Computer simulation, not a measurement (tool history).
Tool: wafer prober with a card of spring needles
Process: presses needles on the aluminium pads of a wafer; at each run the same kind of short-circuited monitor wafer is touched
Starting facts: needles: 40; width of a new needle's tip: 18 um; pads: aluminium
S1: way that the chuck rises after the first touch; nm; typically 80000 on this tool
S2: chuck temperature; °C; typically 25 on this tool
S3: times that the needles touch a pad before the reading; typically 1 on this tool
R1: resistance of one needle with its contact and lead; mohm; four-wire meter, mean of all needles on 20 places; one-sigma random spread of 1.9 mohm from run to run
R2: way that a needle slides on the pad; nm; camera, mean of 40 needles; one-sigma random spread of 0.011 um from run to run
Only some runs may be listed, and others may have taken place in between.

{"run": 1, "hour": 0.0, "S1": 80000, "S2": 25, "S3": 1, "R1": 198, "R2": 22220}
{"hour": 8.5, "done": "tips cleaned on abrasive film"}
{"hour": 26.7, "done": "tips cleaned on abrasive film"}
{"run": 2, "hour": 41.0, "S1": 80000, "S2": 25, "S3": 1, "R1": 198, "R2": 22210}
{"hour": 45.7, "done": "tips cleaned on abrasive film"}
{"hour": 68.4, "done": "tips cleaned on abrasive film"}
{"hour": 90.4, "done": "tips cleaned on abrasive film"}
{"run": 3, "hour": 92.9, "S1": 80000, "S2": 25, "S3": 1, "R1": 199, "R2": 22210}
{"hour": 111.1, "done": "tips cleaned on abrasive film"}
{"hour": 111.4, "done": "height of the first contact set anew"}
{"hour": 132.6, "done": "tips cleaned on abrasive film"}
{"run": 4, "hour": 132.6, "S1": 100000, "S2": 25, "S3": 1, "R1": 195, "R2": 27750}
{"hour": 153.6, "done": "tips cleaned on abrasive film"}
{"hour": 174.6, "done": "tips cleaned on abrasive film"}
{"hour": 195.7, "done": "tips cleaned on abrasive film"}
{"run": 5, "hour": 198.3, "S1": 80000, "S2": 25, "S3": 1, "R1": 199, "R2": 22240}
{"hour": 216.5, "done": "tips cleaned on abrasive film"}
{"hour": 237.0, "done": "tips cleaned on abrasive film"}
{"hour": 258.9, "done": "tips cleaned on abrasive film"}
{"hour": 277.1, "done": "tips cleaned on abrasive film"}
{"run": 6, "hour": 280.3, "S1": 80000, "S2": 25, "S3": 1, "R1": 201, "R2": 22190}
{"hour": 298.4, "done": "tips cleaned on abrasive film"}
{"hour": 320.9, "done": "tips cleaned on abrasive film"}
{"hour": 339.1, "done": "tips cleaned on abrasive film"}
{"run": 7, "hour": 353.1, "S1": 80000, "S2": 25, "S3": 1, "R1": 202, "R2": 22200}
{"hour": 357.7, "done": "tips cleaned on abrasive film"}
{"hour": 379.5, "done": "tips cleaned on abrasive film"}
{"hour": 397.7, "done": "tips cleaned on abrasive film"}
{"hour": 418.9, "done": "tips cleaned on abrasive film"}
{"run": 8, "hour": 418.9, "S1": 80000, "S2": 94, "S3": 2, "R1": 218, "R2": 22190}
{"hour": 441.0, "done": "tips cleaned on abrasive film"}
{"hour": 458.5, "done": "height of the first contact set anew"}
{"hour": 463.1, "done": "tips cleaned on abrasive film"}
{"hour": 481.3, "done": "tips cleaned on abrasive film"}
{"run": 9, "hour": 482.4, "S1": 80000, "S2": 80, "S3": 2, "R1": 216, "R2": 22220}
{"hour": 499.8, "done": "tips cleaned on abrasive film"}
{"hour": 521.8, "done": "tips cleaned on abrasive film"}
{"run": 10, "hour": 525.4, "S1": 80000, "S2": 80, "S3": 3, "R1": 214, "R2": 22230}
{"hour": 542.4, "done": "tips cleaned on abrasive film"}
{"hour": 564.3, "done": "tips cleaned on abrasive film"}
{"run": 11, "hour": 566.4, "S1": 84000, "S2": 30, "S3": 1, "R1": 199, "R2": 23330}
{"hour": 583.0, "done": "tips cleaned on abrasive film"}
{"hour": 605.1, "done": "tips cleaned on abrasive film"}
{"hour": 623.4, "done": "tips cleaned on abrasive film"}
{"run": 12, "hour": 635.0, "S1": 84000, "S2": 30, "S3": 1, "R1": 201, "R2": 23320}

What if the next run were any one of these 4? Each begins from the tool's condition after run 12:
{"hour": 644.1, "done": "tips cleaned on abrasive film"}
{"hour": 666.9, "done": "tips cleaned on abrasive film"}
{"run": "A", "hour": 678.9, "S1": 80000, "S2": 64, "S3": 1, "R1": "?", "R2": "?"}
{"hour": 644.1, "done": "tips cleaned on abrasive film"}
{"hour": 666.9, "done": "tips cleaned on abrasive film"}
{"run": "B", "hour": 678.9, "S1": 81000, "S2": 25, "S3": 1, "R1": "?", "R2": "?"}
{"hour": 644.1, "done": "tips cleaned on abrasive film"}
{"hour": 666.9, "done": "tips cleaned on abrasive film"}
{"run": "C", "hour": 678.9, "S1": 77000, "S2": 25, "S3": 1, "R1": "?", "R2": "?"}
{"hour": 644.1, "done": "tips cleaned on abrasive film"}
{"hour": 666.9, "done": "tips cleaned on abrasive film"}
{"run": "D", "hour": 678.9, "S1": 89000, "S2": 25, "S3": 1, "R1": "?", "R2": "?"}

run=A R1=213 R2=22220
run=B R1=200 R2=22500
run=C R1=202 R2=21380
run=D R1=197 R2=24710
With no hidden state in the tool, these same runs would have given:
run=A R1=213 R2=22220
run=B R1=200 R2=22500
run=C R1=202 R2=21380
run=D R1=197 R2=24710

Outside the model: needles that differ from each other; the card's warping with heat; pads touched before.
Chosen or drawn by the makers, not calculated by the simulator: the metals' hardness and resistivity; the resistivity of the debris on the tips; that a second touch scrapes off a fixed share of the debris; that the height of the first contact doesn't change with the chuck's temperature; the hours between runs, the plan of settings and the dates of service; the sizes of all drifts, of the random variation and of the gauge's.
